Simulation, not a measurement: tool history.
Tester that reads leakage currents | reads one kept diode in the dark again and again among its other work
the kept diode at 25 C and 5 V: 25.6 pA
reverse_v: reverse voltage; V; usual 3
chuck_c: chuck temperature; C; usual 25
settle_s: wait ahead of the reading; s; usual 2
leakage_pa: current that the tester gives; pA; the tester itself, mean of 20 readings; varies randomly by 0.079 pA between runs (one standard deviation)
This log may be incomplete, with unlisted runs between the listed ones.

| run | hour | reverse_v | chuck_c | settle_s | leakage_pa |
|---|---|---|---|---|---|
| 1 | 0 | 3 | 25 | 2 | 25.1 |
|  | 46.9 | probe card cleaned and baked |
| 2 | 141.9 | 3 | 25 | 2 | 21.71 |
| 3 | 321.9 | 3 | 25 | 1.45 | 22.38 |
|  | 411.3 | tester calibrated |
| 4 | 494.7 | 3 | 25 | 1.45 | 22.59 |
| 5 | 609.6 | 3 | 25 | 1.45 | 22.84 |
| 6 | 687.4 | 3 | 25 | 2 | 22.83 |
| 7 | 813 | 3 | 25 | 2 | 23.16 |
| 8 | 902.1 | 3 | 25 | 2 | 23.43 |
| 9 | 1069.4 | 3 | 29 | 2 | 32.63 |
|  | 1094.1 | chuck's temperature calibrated |
| 10 | 1170.4 | 3 | 25 | 2 | 22.8 |
| 11 | 1296.1 | 3 | 25 | 2 | 23.08 |
| 12 | 1375.6 | 3.53 | 25 | 0.79 | 26.47 |

Predict the results of run 13:
| 13 | 1467.3 | 16.84 | 25 | 0.5 | ? |

leakage_pa: 75.23 pA
Minus the tool's unlogged condition, the same run would have read leakage_pa 57.84 pA.
